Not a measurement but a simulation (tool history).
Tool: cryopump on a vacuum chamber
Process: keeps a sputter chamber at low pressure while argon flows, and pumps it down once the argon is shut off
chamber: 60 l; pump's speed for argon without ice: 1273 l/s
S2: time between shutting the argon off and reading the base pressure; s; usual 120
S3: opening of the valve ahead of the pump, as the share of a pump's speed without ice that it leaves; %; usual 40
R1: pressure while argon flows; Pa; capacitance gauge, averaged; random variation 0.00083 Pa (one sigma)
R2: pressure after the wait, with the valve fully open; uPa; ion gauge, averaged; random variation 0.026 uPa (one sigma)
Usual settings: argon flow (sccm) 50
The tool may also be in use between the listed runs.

run 1 hour=0.0 | argon_flow_(sccm)=50 S2=120 S3=40 | R1=0.1862 R2=1.22
run 2 hour=8.7 | argon_flow_(sccm)=50 S2=120 S3=40 | R1=0.1861 R2=1.23
run 3 hour=25.3 | argon_flow_(sccm)=50 S2=120 S3=40 | R1=0.1853 R2=1.26
run 4 hour=35.4 | argon_flow_(sccm)=50 S2=120 S3=20 | R1=0.3526 R2=1.23
run 5 hour=48.9 | argon_flow_(sccm)=50 S2=120 S3=40 | R1=0.1883 R2=1.20
run 6 hour=57.5 | argon_flow_(sccm)=50 S2=199 S3=40 | R1=0.1889 R2=0.89
run 7 hour=73.4 | argon_flow_(sccm)=50 S2=199 S3=40 | R1=0.1884 R2=0.93
run 8 hour=85.7 | argon_flow_(sccm)=50 S2=199 S3=40 | R1=0.1880 R2=0.89
run 9 hour=104.1 | argon_flow_(sccm)=50 S2=199 S3=40 | R1=0.1877 R2=0.95
run 10 hour=114.8 | argon_flow_(sccm)=100 S2=120 S3=40 | R1=0.3776 R2=1.30
run 11 hour=130.9 | argon_flow_(sccm)=100 S2=120 S3=40 | R1=0.3840 R2=1.30
run 12 hour=149.2 | argon_flow_(sccm)=50 S2=120 S3=23 | R1=0.3165 R2=1.25
run 13 hour=167.9 | argon_flow_(sccm)=80 S2=120 S3=35 | R1=0.3434 R2=1.27
run 14 hour=185.6 | argon_flow_(sccm)=80 S2=29 S3=35 | R1=0.3459 R2=4.08
run 15 hour=204.9 | argon_flow_(sccm)=69 S2=120 S3=46 | R1=0.2369 R2=1.34
run 16 hour=218.7 | argon_flow_(sccm)=20 S2=92 S3=17 | R1=0.1672 R2=1.66
run 17 hour=231.6 | argon_flow_(sccm)=20 S2=92 S3=17 | R1=0.1683 R2=1.67
run 18 hour=246.7 | argon_flow_(sccm)=55 S2=97 S3=17 | R1=0.4613 R2=1.56
run 19 hour=257.1 | argon_flow_(sccm)=55 S2=97 S3=17 | R1=0.4617 R2=1.54
run 20 hour=275.6 | argon_flow_(sccm)=50 S2=29 S3=22 | R1=0.3338 R2=3.93
run 21 hour=286.2 | argon_flow_(sccm)=73 S2=115 S3=42 | R1=0.2767 R2=1.38
run 22 hour=305.0 | argon_flow_(sccm)=70 S2=20 S3=34 | R1=0.3186 R2=5.66
run 23 hour=314.4 | argon_flow_(sccm)=70 S2=20 S3=34 | R1=0.3166 R2=5.74

Forecast each of these 3 alternatives for the next run:
run A hour=323.0 | argon_flow_(sccm)=34 S2=120 S3=27 | R1=? R2=?
run B hour=323.0 | argon_flow_(sccm)=69 S2=65 S3=28 | R1=? R2=?
run C hour=323.0 | argon_flow_(sccm)=56 S2=20 S3=39 | R1=? R2=?

run=A R1=0.1881 R2=1.45
run=B R1=0.3727 R2=2.13
run=C R1=0.2282 R2=5.65
Without the tool's hidden state the same runs would have given:
run=A R1=0.1662 R2=1.12
run=B R1=0.3279 R2=1.80
run=C R1=0.1918 R2=5.32
